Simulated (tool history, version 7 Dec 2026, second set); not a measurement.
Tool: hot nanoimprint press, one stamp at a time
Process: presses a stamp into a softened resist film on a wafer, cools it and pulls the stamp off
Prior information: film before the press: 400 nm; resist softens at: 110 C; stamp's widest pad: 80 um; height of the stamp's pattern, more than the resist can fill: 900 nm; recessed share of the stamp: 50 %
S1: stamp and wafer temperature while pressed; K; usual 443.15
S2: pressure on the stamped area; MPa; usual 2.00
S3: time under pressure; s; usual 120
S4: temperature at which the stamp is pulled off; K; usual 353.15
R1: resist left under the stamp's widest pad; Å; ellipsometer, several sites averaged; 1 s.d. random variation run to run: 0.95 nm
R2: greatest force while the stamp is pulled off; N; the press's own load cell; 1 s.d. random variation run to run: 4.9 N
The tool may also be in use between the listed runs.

run 1 hour=0.0 | S1=443.15 S2=2.00 S3=120 S4=353.15 | R1=1656 R2=241
run 2 hour=13.6 | S1=443.15 S2=2.00 S3=120 S4=353.15 | R1=1666 R2=237
run 3 hour=26.6 | S1=450.15 S2=2.00 S3=120 S4=353.15 | R1=1233 R2=237
run 4 hour=40.9 | S1=450.15 S2=2.00 S3=120 S4=353.15 | R1=1224 R2=241
run 5 hour=47.3 | S1=450.15 S2=2.00 S3=120 S4=353.15 | R1=1222 R2=232
run 6 hour=59.7 | S1=450.15 S2=2.00 S3=120 S4=353.15 | R1=1232 R2=241
run 7 hour=66.4 | S1=443.15 S2=2.00 S3=120 S4=353.15 | R1=1660 R2=243
run 8 hour=80.9 | S1=443.15 S2=2.00 S3=120 S4=353.15 | R1=1664 R2=236
run 9 hour=90.1 | S1=443.15 S2=2.00 S3=85 S4=353.15 | R1=1930 R2=233
run 10 hour=102.6 | S1=443.15 S2=2.00 S3=85 S4=353.15 | R1=1901 R2=243
run 11 hour=113.2 | S1=440.15 S2=2.00 S3=120 S4=353.15 | R1=1868 R2=239
run 12 hour=123.6 | S1=440.15 S2=2.00 S3=120 S4=353.15 | R1=1875 R2=230
run 13 hour=134.6 | S1=440.15 S2=2.00 S3=120 S4=353.15 | R1=1871 R2=239
-- hour=140.2 plate thermocouple calibrated
run 14 hour=149.9 | S1=440.15 S2=2.00 S3=120 S4=351.15 | R1=1874 R2=263
run 15 hour=162.7 | S1=443.15 S2=2.00 S3=120 S4=340.15 | R1=1657 R2=334
run 16 hour=174.5 | S1=435.15 S2=2.00 S3=83 S4=353.15 | R1=2596 R2=243
run 17 hour=184.8 | S1=435.15 S2=2.00 S3=83 S4=353.15 | R1=2560 R2=241
run 18 hour=191.3 | S1=442.15 S2=2.00 S3=90 S4=353.15 | R1=1922 R2=241
run 19 hour=199.5 | S1=442.15 S2=2.00 S3=90 S4=353.15 | R1=1906 R2=236
run 20 hour=206.3 | S1=442.15 S2=2.00 S3=90 S4=353.15 | R1=1927 R2=246
run 21 hour=215.8 | S1=442.15 S2=2.00 S3=90 S4=353.15 | R1=1927 R2=233
run 22 hour=224.8 | S1=446.15 S2=2.22 S3=65 S4=354.15 | R1=1764 R2=237
run 23 hour=237.8 | S1=439.15 S2=1.27 S3=114 S4=342.15 | R1=2312 R2=335
run 24 hour=246.9 | S1=439.15 S2=1.27 S3=112 S4=342.15 | R1=2326 R2=318
-- hour=254.0 gauge calibrated
run 25 hour=254.1 | S1=436.15 S2=2.11 S3=120 S4=353.15 | R1=2235 R2=241
run 26 hour=265.4 | S1=436.15 S2=2.11 S3=120 S4=361.15 | R1=2208 R2=181
run 27 hour=280.0 | S1=451.15 S2=2.00 S3=129 S4=353.15 | R1=1133 R2=239
run 28 hour=292.0 | S1=434.15 S2=2.00 S3=120 S4=339.15 | R1=2422 R2=345
run 29 hour=301.4 | S1=434.15 S2=2.00 S3=60 S4=340.15 | R1=2916 R2=336
run 30 hour=315.3 | S1=434.15 S2=2.00 S3=60 S4=340.15 | R1=2916 R2=328

Table of differences, measured result less the result of that run with no hidden state. Run-to-run variation is the same in both. Gauge scatter possibly is not:
Hidden state present: true temperature over the reading, C; pressure that arrives at the usual setting, %; grip of the stamp's worn release coat, % over a new coat's; drift of the gauge itself on residual_nm, %; drift of the gauge itself on pull_off_n, %.
run=1 R1=+1
run=2 R1=-2
run=3 R1=-3
run=4 R1=-5
run=5 R1=-6
run=6 R1=-7
run=7 R1=-11
run=8 R1=-14
run=9 R1=-18
run=10 R1=-21
run=11 R1=-23
run=12 R1=-25
run=13 R1=-28
run=14 R1=-31
run=15 R1=-30
run=16 R1=-51
run=17 R1=-54
run=18 R1=-41
run=19 R1=-43
run=20 R1=-45
run=21 R1=-47
run=22 R1=-46
run=23 R1=-63
run=24 R1=-67
run=25 R1=+1
run=26 R1=-2
run=27 R1=-3
run=28 R1=-9
run=29 R1=-15
run=30 R1=-19
R2: at most 4 N away from the measurement, every run.
